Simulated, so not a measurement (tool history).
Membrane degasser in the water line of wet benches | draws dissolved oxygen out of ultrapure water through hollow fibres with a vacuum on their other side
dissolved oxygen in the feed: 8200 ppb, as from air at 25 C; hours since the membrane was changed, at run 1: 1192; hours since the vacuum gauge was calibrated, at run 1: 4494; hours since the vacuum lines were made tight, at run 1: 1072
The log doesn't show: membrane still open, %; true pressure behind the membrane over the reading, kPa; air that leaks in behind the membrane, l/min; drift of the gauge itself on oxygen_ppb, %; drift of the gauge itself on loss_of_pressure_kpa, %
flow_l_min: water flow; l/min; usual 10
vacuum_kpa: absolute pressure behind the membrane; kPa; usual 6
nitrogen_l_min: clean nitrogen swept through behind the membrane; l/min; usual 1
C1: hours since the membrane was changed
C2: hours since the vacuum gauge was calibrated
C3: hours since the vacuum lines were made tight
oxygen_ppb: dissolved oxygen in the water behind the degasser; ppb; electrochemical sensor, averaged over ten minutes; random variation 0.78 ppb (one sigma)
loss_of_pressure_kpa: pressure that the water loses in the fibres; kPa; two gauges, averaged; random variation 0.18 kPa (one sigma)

{"run": 1, "day": 0.0, "flow_l_min": 10, "vacuum_kpa": 6, "nitrogen_l_min": 1, "C1": 1192, "C2": 4494, "C3": 1072, "oxygen_ppb": 78.9, "loss_of_pressure_kpa": 35.66}
{"run": 2, "day": 2.992, "flow_l_min": 10, "vacuum_kpa": 6, "nitrogen_l_min": 1, "C1": 1264, "C2": 4566, "C3": 1144, "oxygen_ppb": 77.4, "loss_of_pressure_kpa": 35.03}
{"run": 3, "day": 5.017, "flow_l_min": 11, "vacuum_kpa": 6, "nitrogen_l_min": 1, "C1": 1312, "C2": 4615, "C3": 1192, "oxygen_ppb": 88, "loss_of_pressure_kpa": 38.59}
{"run": 4, "day": 8.138, "flow_l_min": 11, "vacuum_kpa": 6, "nitrogen_l_min": 1, "C1": 1387, "C2": 4690, "C3": 1267, "oxygen_ppb": 87.6, "loss_of_pressure_kpa": 39.01}
{"run": 5, "day": 9.879, "flow_l_min": 10, "vacuum_kpa": 6, "nitrogen_l_min": 0.84, "C1": 1429, "C2": 4732, "C3": 1309, "oxygen_ppb": 92.2, "loss_of_pressure_kpa": 35.11}
{"run": 6, "day": 12.396, "flow_l_min": 10, "vacuum_kpa": 6, "nitrogen_l_min": 0.84, "C1": 1490, "C2": 4792, "C3": 1369, "oxygen_ppb": 91.8, "loss_of_pressure_kpa": 35.21}
{"run": 7, "day": 14.542, "flow_l_min": 10, "vacuum_kpa": 6, "nitrogen_l_min": 0.84, "C1": 1541, "C2": 4843, "C3": 1421, "oxygen_ppb": 91.9, "loss_of_pressure_kpa": 35.73}
{"run": 8, "day": 17.933, "flow_l_min": 10, "vacuum_kpa": 6, "nitrogen_l_min": 0.84, "C1": 1623, "C2": 4925, "C3": 1502, "oxygen_ppb": 90.1, "loss_of_pressure_kpa": 35.34}
{"run": 9, "day": 21.796, "flow_l_min": 10, "vacuum_kpa": 6, "nitrogen_l_min": 0.84, "C1": 1715, "C2": 5018, "C3": 1595, "oxygen_ppb": 90.8, "loss_of_pressure_kpa": 35.09}
{"run": 10, "day": 25.342, "flow_l_min": 10, "vacuum_kpa": 6, "nitrogen_l_min": 0.84, "C1": 1800, "C2": 5103, "C3": 1680, "oxygen_ppb": 93, "loss_of_pressure_kpa": 35.93}
{"run": 11, "day": 27.283, "flow_l_min": 7, "vacuum_kpa": 12.75, "nitrogen_l_min": 0.98, "C1": 1847, "C2": 5149, "C3": 1727, "oxygen_ppb": 175.1, "loss_of_pressure_kpa": 24.88}
{"run": 12, "day": 30.117, "flow_l_min": 7, "vacuum_kpa": 6.79, "nitrogen_l_min": 0.56, "C1": 1915, "C2": 5217, "C3": 1795, "oxygen_ppb": 115.6, "loss_of_pressure_kpa": 24.73}
{"run": 13, "day": 33.338, "flow_l_min": 7, "vacuum_kpa": 6.79, "nitrogen_l_min": 0.56, "C1": 1992, "C2": 5295, "C3": 1872, "oxygen_ppb": 114.8, "loss_of_pressure_kpa": 25.13}
{"run": 14, "day": 35.396, "flow_l_min": 7, "vacuum_kpa": 6.79, "nitrogen_l_min": 0.56, "C1": 2042, "C2": 5344, "C3": 1921, "oxygen_ppb": 114.5, "loss_of_pressure_kpa": 25.13}
{"run": 15, "day": 37.008, "flow_l_min": 10, "vacuum_kpa": 7.33, "nitrogen_l_min": 0.54, "C1": 2080, "C2": 5383, "C3": 1960, "oxygen_ppb": 183.7, "loss_of_pressure_kpa": 35.42}
{"run": 16, "day": 38.596, "flow_l_min": 10, "vacuum_kpa": 7.33, "nitrogen_l_min": 0.54, "C1": 2118, "C2": 5421, "C3": 1998, "oxygen_ppb": 187, "loss_of_pressure_kpa": 35.71}
{"run": 17, "day": 41.15, "flow_l_min": 10, "vacuum_kpa": 7.33, "nitrogen_l_min": 0.54, "C1": 2180, "C2": 5482, "C3": 2059, "oxygen_ppb": 188.2, "loss_of_pressure_kpa": 35.77}
{"run": 18, "day": 43.921, "flow_l_min": 8, "vacuum_kpa": 10.02, "nitrogen_l_min": 0.54, "C1": 2246, "C2": 5549, "C3": 2126, "oxygen_ppb": 238.5, "loss_of_pressure_kpa": 28.53}
{"run": 19, "day": 45.567, "flow_l_min": 8, "vacuum_kpa": 6, "nitrogen_l_min": 1.01, "C1": 2286, "C2": 5588, "C3": 2165, "oxygen_ppb": 62.3, "loss_of_pressure_kpa": 28.26}
{"run": 20, "day": 47.438, "flow_l_min": 8, "vacuum_kpa": 6, "nitrogen_l_min": 1.01, "C1": 2331, "C2": 5633, "C3": 2210, "oxygen_ppb": 63.9, "loss_of_pressure_kpa": 28.46}

5 ways to go on from here, each from the tool as it stands after run 20. What would each give?
{"run": "A", "day": 51.208, "flow_l_min": 16, "vacuum_kpa": 8.56, "nitrogen_l_min": 1.01, "C1": 2421, "C2": 5724, "C3": 2301, "oxygen_ppb": "?", "loss_of_pressure_kpa": "?"}
{"run": "B", "day": 51.208, "flow_l_min": 15, "vacuum_kpa": 3.67, "nitrogen_l_min": 1.01, "C1": 2421, "C2": 5724, "C3": 2301, "oxygen_ppb": "?", "loss_of_pressure_kpa": "?"}
{"run": "C", "day": 51.208, "flow_l_min": 11, "vacuum_kpa": 5.52, "nitrogen_l_min": 0.73, "C1": 2421, "C2": 5724, "C3": 2301, "oxygen_ppb": "?", "loss_of_pressure_kpa": "?"}
{"run": "D", "day": 51.208, "flow_l_min": 10, "vacuum_kpa": 4.09, "nitrogen_l_min": 1, "C1": 2421, "C2": 5724, "C3": 2301, "oxygen_ppb": "?", "loss_of_pressure_kpa": "?"}
{"run": "E", "day": 51.208, "flow_l_min": 15, "vacuum_kpa": 8.03, "nitrogen_l_min": 1, "C1": 2421, "C2": 5724, "C3": 2301, "oxygen_ppb": "?", "loss_of_pressure_kpa": "?"}

run=A oxygen_ppb=224.9 loss_of_pressure_kpa=57.36
run=B oxygen_ppb=48.2 loss_of_pressure_kpa=53.54
run=C oxygen_ppb=97.9 loss_of_pressure_kpa=39.11
run=D oxygen_ppb=34.1 loss_of_pressure_kpa=35.61
run=E oxygen_ppb=197.3 loss_of_pressure_kpa=53.66
Without the tool's hidden state the same runs would have given:
run=A oxygen_ppb=210.9 loss_of_pressure_kpa=56.05
run=B oxygen_ppb=36.4 loss_of_pressure_kpa=52.31
run=C oxygen_ppb=86.8 loss_of_pressure_kpa=38.21
run=D oxygen_ppb=26.6 loss_of_pressure_kpa=34.78
run=E oxygen_ppb=184 loss_of_pressure_kpa=52.42
